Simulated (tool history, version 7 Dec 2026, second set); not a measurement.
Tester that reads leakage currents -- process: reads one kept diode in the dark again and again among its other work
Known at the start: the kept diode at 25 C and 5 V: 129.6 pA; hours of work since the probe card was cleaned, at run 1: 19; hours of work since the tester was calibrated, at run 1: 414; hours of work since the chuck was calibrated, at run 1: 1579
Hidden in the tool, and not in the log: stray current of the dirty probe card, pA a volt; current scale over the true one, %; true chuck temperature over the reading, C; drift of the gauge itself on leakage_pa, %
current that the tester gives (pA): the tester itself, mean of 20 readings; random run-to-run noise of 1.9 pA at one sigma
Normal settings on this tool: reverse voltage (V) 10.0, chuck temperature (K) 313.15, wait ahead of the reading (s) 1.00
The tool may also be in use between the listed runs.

| run | day | reverse voltage (V) | chuck temperature (K) | wait ahead of the reading (s) | hours of work since the probe card was cleaned | hours of work since the tester was calibrated | hours of work since the chuck was calibrated | current that the tester gives (pA) |
|---|---|---|---|---|---|---|---|---|
| 1 | 0.000 | 10.0 | 313.15 | 1.00 | 19 | 414 | 1579 | 586.18 |
| 2 | 1.042 | 10.0 | 313.15 | 1.00 | 33 | 427 | 1593 | 585.00 |
| 3 | 2.079 | 10.0 | 313.15 | 1.00 | 47 | 441 | 1607 | 585.89 |
| 4 | 2.758 | 10.0 | 313.15 | 1.00 | 55 | 450 | 1616 | 583.79 |
| 5 | 3.792 | 10.0 | 313.15 | 1.00 | 69 | 463 | 1629 | 587.11 |
| 6 | 5.121 | 10.0 | 313.15 | 1.00 | 86 | 481 | 1647 | 585.21 |
|  | 5.838 | chuck's temperature calibrated |
| 7 | 6.133 | 10.0 | 331.15 | 1.00 | 99 | 493 | 4 | 2370.18 |
| 8 | 7.125 | 10.0 | 313.15 | 7.49 | 112 | 506 | 17 | 622.68 |
| 9 | 7.792 | 10.0 | 313.15 | 7.49 | 120 | 515 | 26 | 628.10 |
| 10 | 8.950 | 10.0 | 313.15 | 7.49 | 135 | 530 | 41 | 629.63 |
| 11 | 9.879 | 10.0 | 313.15 | 7.49 | 148 | 542 | 53 | 624.81 |
| 12 | 11.125 | 10.0 | 313.15 | 7.49 | 164 | 558 | 69 | 623.47 |
| 13 | 12.058 | 10.0 | 312.15 | 1.00 | 176 | 571 | 82 | 582.17 |
| 14 | 13.000 | 10.0 | 313.15 | 6.45 | 189 | 583 | 94 | 625.25 |
|  | 13.196 | tester calibrated |
| 15 | 14.304 | 10.0 | 313.15 | 6.45 | 205 | 15 | 110 | 626.67 |
| 16 | 14.854 | 10.0 | 313.15 | 6.45 | 212 | 22 | 117 | 626.96 |
|  | 15.288 | tester calibrated, once more |
| 17 | 15.617 | 10.0 | 313.15 | 0.72 | 221 | 4 | 126 | 627.64 |
| 18 | 16.400 | 10.0 | 313.15 | 1.00 | 231 | 15 | 136 | 627.97 |
| 19 | 17.383 | 4.3 | 313.15 | 0.70 | 244 | 27 | 149 | 408.47 |
| 20 | 18.400 | 1.3 | 313.15 | 0.64 | 257 | 41 | 162 | 225.27 |
| 21 | 19.075 | 1.5 | 313.15 | 0.44 | 266 | 50 | 171 | 241.23 |
| 22 | 20.142 | 15.7 | 295.15 | 0.88 | 280 | 64 | 185 | 180.91 |
| 23 | 21.321 | 15.7 | 295.15 | 0.88 | 295 | 79 | 201 | 179.92 |
| 24 | 22.338 | 1.5 | 308.15 | 0.77 | 309 | 92 | 214 | 161.18 |
| 25 | 23.042 | 1.5 | 308.15 | 0.77 | 318 | 102 | 223 | 161.54 |
| 26 | 23.825 | 1.2 | 308.15 | 0.81 | 328 | 112 | 233 | 144.03 |
| 27 | 25.079 | 1.2 | 308.15 | 0.81 | 345 | 128 | 250 | 144.59 |
| 28 | 26.296 | 2.4 | 300.15 | 0.99 | 361 | 144 | 266 | 105.81 |
| 29 | 27.404 | 2.4 | 300.15 | 0.99 | 375 | 159 | 280 | 106.00 |
| 30 | 28.133 | 1.1 | 317.15 | 3.08 | 385 | 168 | 290 | 280.44 |
| 31 | 28.746 | 2.8 | 330.15 | 0.58 | 393 | 176 | 298 | 1157.57 |
| 32 | 30.083 | 10.7 | 310.15 | 1.36 | 410 | 194 | 315 | 509.62 |
| 33 | 31.133 | 8.5 | 297.15 | 0.84 | 424 | 208 | 329 | 156.24 |
| 34 | 32.038 | 2.1 | 294.15 | 0.87 | 436 | 219 | 341 | 59.16 |
| 35 | 33.000 | 2.1 | 294.15 | 0.87 | 448 | 232 | 354 | 59.05 |
| 36 | 34.004 | 1.1 | 309.15 | 1.99 | 462 | 245 | 367 | 147.76 |

Predict each of these 5 candidate next runs independently; none follows another, all start after run 36:
| A | 35.133 | 5.1 | 313.15 | 1.00 | 476 | 260 | 382 | ? |
| B | 35.133 | 10.0 | 314.15 | 1.00 | 476 | 260 | 382 | ? |
| C | 35.133 | 10.0 | 313.15 | 8.63 | 476 | 260 | 382 | ? |
| D | 35.133 | 14.0 | 309.15 | 0.82 | 476 | 260 | 382 | ? |
| E | 35.133 | 17.6 | 301.15 | 4.57 | 476 | 260 | 382 | ? |

| run | current that the tester gives (pA) |
|---|---|
| A | 441.86 |
| B | 672.16 |
| C | 619.95 |
| D | 537.54 |
| E | 315.66 |
Take away the tool's hidden state, keep each run's random variation, and the runs would have read:
| run | current that the tester gives (pA) |
|---|---|
| A | 449.39 |
| B | 682.65 |
| C | 629.43 |
| D | 543.98 |
| E | 316.18 |

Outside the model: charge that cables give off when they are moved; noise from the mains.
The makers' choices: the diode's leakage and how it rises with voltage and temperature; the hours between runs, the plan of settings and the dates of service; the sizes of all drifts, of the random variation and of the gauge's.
